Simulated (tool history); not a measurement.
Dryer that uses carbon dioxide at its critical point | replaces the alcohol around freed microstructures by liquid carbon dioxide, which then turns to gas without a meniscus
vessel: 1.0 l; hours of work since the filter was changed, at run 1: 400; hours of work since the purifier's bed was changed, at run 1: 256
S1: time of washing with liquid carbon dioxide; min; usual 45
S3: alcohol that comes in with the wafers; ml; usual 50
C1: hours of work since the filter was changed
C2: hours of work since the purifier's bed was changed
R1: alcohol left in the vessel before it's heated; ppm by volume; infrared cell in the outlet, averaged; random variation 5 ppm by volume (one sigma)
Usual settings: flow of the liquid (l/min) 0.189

run 1 hour=0 | S1=45 flow_of_the_liquid_(l/min)=0.189 S3=50 | C1=400 C2=256 | R1=78
run 2 hour=17.6 | S1=45 flow_of_the_liquid_(l/min)=0.189 S3=24 | C1=408 C2=265 | R1=56
run 3 hour=31.1 | S1=45 flow_of_the_liquid_(l/min)=0.117 S3=24 | C1=415 C2=272 | R1=329
run 4 hour=54.6 | S1=45 flow_of_the_liquid_(l/min)=0.117 S3=82 | C1=427 C2=284 | R1=1000
run 5 hour=77.4 | S1=45 flow_of_the_liquid_(l/min)=0.189 S3=50 | C1=438 C2=295 | R1=79
run 6 hour=89.6 | S1=45 flow_of_the_liquid_(l/min)=0.189 S3=50 | C1=444 C2=301 | R1=85
run 7 hour=104.4 | S1=45 flow_of_the_liquid_(l/min)=0.188 S3=50 | C1=452 C2=309 | R1=84
run 8 hour=123.8 | S1=45 flow_of_the_liquid_(l/min)=0.189 S3=50 | C1=462 C2=318 | R1=87
run 9 hour=146.8 | S1=45 flow_of_the_liquid_(l/min)=0.189 S3=50 | C1=473 C2=330 | R1=86
run 10 hour=160.9 | S1=45 flow_of_the_liquid_(l/min)=0.177 S3=50 | C1=480 C2=337 | R1=102
run 11 hour=180.4 | S1=45 flow_of_the_liquid_(l/min)=0.116 S3=50 | C1=490 C2=347 | R1=674
run 12 hour=204.1 | S1=45 flow_of_the_liquid_(l/min)=0.189 S3=50 | C1=502 C2=359 | R1=89
run 13 hour=215.1 | S1=51 flow_of_the_liquid_(l/min)=0.198 S3=50 | C1=507 C2=364 | R1=80
run 14 hour=233.1 | S1=51 flow_of_the_liquid_(l/min)=0.198 S3=50 | C1=516 C2=373 | R1=71
run 15 hour=243.5 | S1=51 flow_of_the_liquid_(l/min)=0.198 S3=50 | C1=522 C2=378 | R1=73
run 16 hour=261 | S1=51 flow_of_the_liquid_(l/min)=0.198 S3=50 | C1=530 C2=387 | R1=74
run 17 hour=273.2 | S1=56 flow_of_the_liquid_(l/min)=0.189 S3=74 | C1=537 C2=393 | R1=75
run 18 hour=285.9 | S1=28 flow_of_the_liquid_(l/min)=0.165 S3=45 | C1=543 C2=400 | R1=949
run 19 hour=301.4 | S1=28 flow_of_the_liquid_(l/min)=0.165 S3=45 | C1=551 C2=407 | R1=960
run 20 hour=319.8 | S1=36 flow_of_the_liquid_(l/min)=0.174 S3=26 | C1=560 C2=417 | R1=192
run 21 hour=332.5 | S1=36 flow_of_the_liquid_(l/min)=0.174 S3=26 | C1=566 C2=423 | R1=195
run 22 hour=348.6 | S1=36 flow_of_the_liquid_(l/min)=0.174 S3=26 | C1=574 C2=431 | R1=202
run 23 hour=368.7 | S1=36 flow_of_the_liquid_(l/min)=0.174 S3=26 | C1=584 C2=441 | R1=199
-- hour=383.3 inlet filter changed
run 24 hour=383.3 | S1=45 flow_of_the_liquid_(l/min)=0.259 S3=87 | C1=0 C2=448 | R1=79

Hidden state or all else? Some run-to-run changes of R1, split into what the settings, what came in and random variation would give without the hidden state, and what is left for the hidden state (with any gauge scatter that isn't in both results):
The hidden state here: flow that reaches the vessel past the clogged filter, %; alcohol in the recycled carbon dioxide, ppm; drift of the gauge itself on alcohol_ppm, %.
Run 4 -> 5: flow of the liquid (l/min) 0.117 -> 0.189, S3 82 -> 50. R1 -921 ppm by volume: hidden state -218, all else -703.
Run 17 -> 18: S1 56 -> 28, flow of the liquid (l/min) 0.189 -> 0.165, S3 74 -> 45. R1 +874 ppm by volume: hidden state +230, all else +644.
